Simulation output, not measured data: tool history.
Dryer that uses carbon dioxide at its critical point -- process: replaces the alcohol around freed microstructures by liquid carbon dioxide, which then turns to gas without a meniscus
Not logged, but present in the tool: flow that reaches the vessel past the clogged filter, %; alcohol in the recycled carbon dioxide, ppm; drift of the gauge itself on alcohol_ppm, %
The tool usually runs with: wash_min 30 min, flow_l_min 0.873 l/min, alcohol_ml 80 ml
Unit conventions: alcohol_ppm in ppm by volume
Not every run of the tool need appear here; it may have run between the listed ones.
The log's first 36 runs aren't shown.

| run | hour | wash_min | flow_l_min | alcohol_ml | hours of work since the filter was changed | hours of work since the purifier's bed was changed | alcohol_ppm |
|---|---|---|---|---|---|---|---|
| 37 | 832.9 | 25 | 0.538 | 37 | 380 | 129 | 840 |
| 38 | 856 | 32 | 1.435 | 48 | 392 | 141 | 81 |
| 39 | 876.4 | 32 | 1.435 | 48 | 403 | 152 | 88 |
| 40 | 910.7 | 32 | 1.435 | 48 | 421 | 170 | 85 |
| 41 | 935.3 | 27 | 0.781 | 25 | 434 | 183 | 199 |
| 42 | 953.6 | 29 | 0.781 | 56 | 444 | 193 | 309 |
|  | 980.6 | inlet filter changed |
| 43 | 983.2 | 34 | 0.826 | 38 | 1 | 208 | 134 |
| 44 | 1004.1 | 30 | 0.75 | 80 | 12 | 219 | 331 |
| 45 | 1029.9 | 36 | 0.873 | 40 | 26 | 232 | 143 |
| 46 | 1060.9 | 36 | 0.879 | 40 | 42 | 249 | 127 |
| 47 | 1085.9 | 30 | 0.805 | 63 | 55 | 262 | 247 |

Each row is a separate what-if for the run after 47, all from the same tool condition, not one after another. Results?
| A | 1109.2 | 18 | 1.266 | 46 | 68 | 274 | ? |
| B | 1109.2 | 22 | 0.805 | 63 | 68 | 274 | ? |
| C | 1109.2 | 24 | 0.805 | 63 | 68 | 274 | ? |
| D | 1109.2 | 39 | 1.382 | 43 | 68 | 274 | ? |

| run | alcohol_ppm |
|---|---|
| A | 232 |
| B | 565 |
| C | 455 |
| D | 144 |
Stripped of hidden state, with their random variation kept, the same runs would have yielded:
| run | alcohol_ppm |
|---|---|
| A | 91 |
| B | 409 |
| C | 303 |
| D | 8 |
